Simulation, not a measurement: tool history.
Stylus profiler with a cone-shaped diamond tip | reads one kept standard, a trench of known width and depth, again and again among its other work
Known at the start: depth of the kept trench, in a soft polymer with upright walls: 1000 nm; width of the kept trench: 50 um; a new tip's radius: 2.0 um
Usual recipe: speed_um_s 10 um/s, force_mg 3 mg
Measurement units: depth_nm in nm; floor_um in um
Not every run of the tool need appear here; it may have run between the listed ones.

run,hour,speed_um_s,force_mg,depth_nm,floor_um
1,0,10,3,1011.6,46.22
2,41.4,10,3,1012.57,46.21
3,87.2,10,3,1011.92,46.21
4,123.2,10,3,1011.7,46.2
5,168.1,10,3,1012.25,46.1
6,186.7,10,3,1012.21,46.07
7,216,10,5.05,1017.17,46.1
8,261.3,10,3,1012.37,46.1
9,288.1,4,3,1012.02,46.09
10,313.1,4,3,1012.32,46.11
11,335.9,10,3,1012.27,46.03
12,377.6,10,3,1012.16,45.99
13,422.5,10,3,1012.55,46.05
14,457,10,3,1012.56,45.97
15,487.8,10,3,1012.37,46
16,528.7,10,3,1012.45,45.99
17,549.6,10,3,1012.51,45.98
18,594.7,3,3,1012.4,45.95
19,622.6,3,3,1012.39,45.96
20,649.8,3,3,1012.32,45.93
21,672.6,3,3,1012.51,45.89
22,714.8,3,3,1012.98,45.86
23,740.5,19,3,1012.56,45.79
24,778.4,23,3.74,1014.33,45.78
25,819.4,23,3.74,1014.69,45.82
26,848.6,26,3.46,1013.86,45.82
27,870.3,26,3.46,1013.84,45.78
28,913.2,7,1.87,1009.76,45.73
29,937.3,15,8.77,1025.25,45.76
30,978.2,6,4.01,1015.72,45.73
31,1008.1,13,5.99,1019.62,45.75
32,1050,13,5.99,1020.13,45.73
33,1090.7,17,3.01,1013.19,45.72
34,1113.1,2,1.2,1007.42,45.67
35,1138.3,29,1.2,1007.2,45.55
36,1168.7,29,1.2,1007.37,45.56
37,1205.3,9,1.62,1008.98,45.68
38,1235.7,9,1.62,1009.03,45.64
39,1256.6,9,1.62,1008.54,45.6
40,1279.5,9,4.72,1017.19,45.61
41,1301.6,9,4.72,1016.57,45.6
42,1345.4,10,1.1,1007.12,45.54
43,1370.9,38,1,1006.53,45.45
44,1394.8,12,4.38,1016.27,45.55
45,1430.8,12,4.38,1016.29,45.5
46,1458.8,12,4.38,1016.61,45.57

The same runs without the tool's hidden state, with the same run-to-run variation:
Hidden conditions of the tool in this case: radius of the tip, um; height scale over the true one, %; drift of the gauge itself on depth_nm, %; drift of the gauge itself on floor_um, %.
run,depth_nm,floor_um
1,1011.45,46.49
2,1012.39,46.5
3,1011.71,46.53
4,1011.46,46.54
5,1011.98,46.46
6,1011.92,46.44
7,1016.87,46.49
8,1012.04,46.51
9,1011.66,46.51
10,1011.95,46.55
11,1011.89,46.48
12,1011.75,46.46
13,1012.11,46.54
14,1012.09,46.48
15,1011.88,46.52
16,1011.93,46.53
17,1011.98,46.53
18,1011.84,46.52
19,1011.81,46.55
20,1011.72,46.53
21,1011.9,46.51
22,1012.33,46.49
23,1011.9,46.44
24,1013.65,46.45
25,1013.98,46.51
26,1013.13,46.52
27,1013.09,46.49
28,1008.99,46.46
29,1024.44,46.5
30,1014.9,46.5
31,1018.78,46.53
32,1019.26,46.53
33,1012.29,46.54
34,1006.51,46.5
35,1006.28,46.39
36,1006.42,46.42
37,1008.01,46.55
38,1008.04,46.52
39,1007.53,46.49
40,1016.16,46.52
41,1015.52,46.51
42,1006.06,46.48
43,1005.45,46.4
44,1015.16,46.51
45,1015.16,46.47
46,1015.46,46.55
